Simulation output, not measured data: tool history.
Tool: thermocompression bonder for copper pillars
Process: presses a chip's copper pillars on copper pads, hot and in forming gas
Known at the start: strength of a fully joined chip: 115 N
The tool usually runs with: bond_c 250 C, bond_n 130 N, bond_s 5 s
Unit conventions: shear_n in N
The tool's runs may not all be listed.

{"run": 1, "day": 0.0, "bond_c": 250, "bond_n": 130, "bond_s": 5, "shear_n": 65.3}
{"run": 2, "day": 2.296, "bond_c": 250, "bond_n": 130, "bond_s": 5, "shear_n": 65.3}
{"run": 3, "day": 5.042, "bond_c": 250, "bond_n": 130, "bond_s": 5, "shear_n": 65.6}
{"run": 4, "day": 6.429, "bond_c": 250, "bond_n": 130, "bond_s": 5, "shear_n": 63.6}
{"run": 5, "day": 8.417, "bond_c": 250, "bond_n": 130, "bond_s": 5, "shear_n": 64.5}
{"run": 6, "day": 10.404, "bond_c": 250, "bond_n": 111, "bond_s": 5, "shear_n": 57.9}
{"run": 7, "day": 12.962, "bond_c": 250, "bond_n": 111, "bond_s": 5, "shear_n": 57.6}
{"run": 8, "day": 15.233, "bond_c": 250, "bond_n": 111, "bond_s": 5, "shear_n": 58.2}
{"run": 9, "day": 17.783, "bond_c": 250, "bond_n": 111, "bond_s": 5, "shear_n": 57.8}
{"run": 10, "day": 19.988, "bond_c": 250, "bond_n": 130, "bond_s": 3, "shear_n": 54.1}
{"run": 11, "day": 22.071, "bond_c": 250, "bond_n": 130, "bond_s": 10, "shear_n": 79.8}
{"run": 12, "day": 24.6, "bond_c": 250, "bond_n": 130, "bond_s": 10, "shear_n": 79.7}
{"day": 25.817, "done": "heater calibrated with a thermocouple chip"}
{"run": 13, "day": 26.471, "bond_c": 250, "bond_n": 130, "bond_s": 5, "shear_n": 64.3}
{"run": 14, "day": 29.0, "bond_c": 250, "bond_n": 130, "bond_s": 5, "shear_n": 64.4}
{"day": 29.875, "done": "forming gas filter changed"}
{"run": 15, "day": 31.512, "bond_c": 250, "bond_n": 130, "bond_s": 5, "shear_n": 64.7}
{"run": 16, "day": 33.862, "bond_c": 250, "bond_n": 180, "bond_s": 5, "shear_n": 80.2}
{"run": 17, "day": 35.058, "bond_c": 250, "bond_n": 180, "bond_s": 5, "shear_n": 79.8}
{"run": 18, "day": 36.917, "bond_c": 244, "bond_n": 180, "bond_s": 5, "shear_n": 75.4}
{"run": 19, "day": 39.162, "bond_c": 239, "bond_n": 130, "bond_s": 15, "shear_n": 79.4}
{"run": 20, "day": 40.646, "bond_c": 239, "bond_n": 130, "bond_s": 15, "shear_n": 79.3}
{"run": 21, "day": 42.183, "bond_c": 239, "bond_n": 130, "bond_s": 15, "shear_n": 79.4}
{"run": 22, "day": 44.45, "bond_c": 239, "bond_n": 130, "bond_s": 15, "shear_n": 79.6}
{"run": 23, "day": 46.612, "bond_c": 247, "bond_n": 130, "bond_s": 4, "shear_n": 58.5}
{"run": 24, "day": 48.221, "bond_c": 227, "bond_n": 173, "bond_s": 5, "shear_n": 60.5}
{"run": 25, "day": 49.454, "bond_c": 268, "bond_n": 130, "bond_s": 9, "shear_n": 88.1}
{"run": 26, "day": 51.821, "bond_c": 268, "bond_n": 130, "bond_s": 9, "shear_n": 89.6}
{"run": 27, "day": 53.508, "bond_c": 235, "bond_n": 130, "bond_s": 7, "shear_n": 61.5}
{"run": 28, "day": 55.75, "bond_c": 266, "bond_n": 90, "bond_s": 5, "shear_n": 60.2}
{"run": 29, "day": 57.012, "bond_c": 271, "bond_n": 142, "bond_s": 12, "shear_n": 99.9}
{"run": 30, "day": 59.808, "bond_c": 271, "bond_n": 142, "bond_s": 12, "shear_n": 99.8}
{"run": 31, "day": 61.175, "bond_c": 274, "bond_n": 130, "bond_s": 3, "shear_n": 69.7}
{"run": 32, "day": 62.854, "bond_c": 274, "bond_n": 184, "bond_s": 6, "shear_n": 98.7}
{"run": 33, "day": 65.746, "bond_c": 276, "bond_n": 137, "bond_s": 3, "shear_n": 75.1}

3 ways to go on from here, each from the tool as it stands after run 33. What would each give?
{"day": 65.933, "done": "forming gas filter changed"}
{"run": "A", "day": 67.888, "bond_c": 250, "bond_n": 130, "bond_s": 5, "shear_n": "?"}
{"day": 65.933, "done": "forming gas filter changed"}
{"run": "B", "day": 67.888, "bond_c": 276, "bond_n": 101, "bond_s": 3, "shear_n": "?"}
{"day": 65.933, "done": "forming gas filter changed"}
{"run": "C", "day": 67.888, "bond_c": 229, "bond_n": 137, "bond_s": 13, "shear_n": "?"}

run=A shear_n=64.5
run=B shear_n=60.8
run=C shear_n=71.6
Take away the tool's hidden state, keep each run's random variation, and the runs would have read:
run=A shear_n=64.5
run=B shear_n=60.9
run=C shear_n=71.7

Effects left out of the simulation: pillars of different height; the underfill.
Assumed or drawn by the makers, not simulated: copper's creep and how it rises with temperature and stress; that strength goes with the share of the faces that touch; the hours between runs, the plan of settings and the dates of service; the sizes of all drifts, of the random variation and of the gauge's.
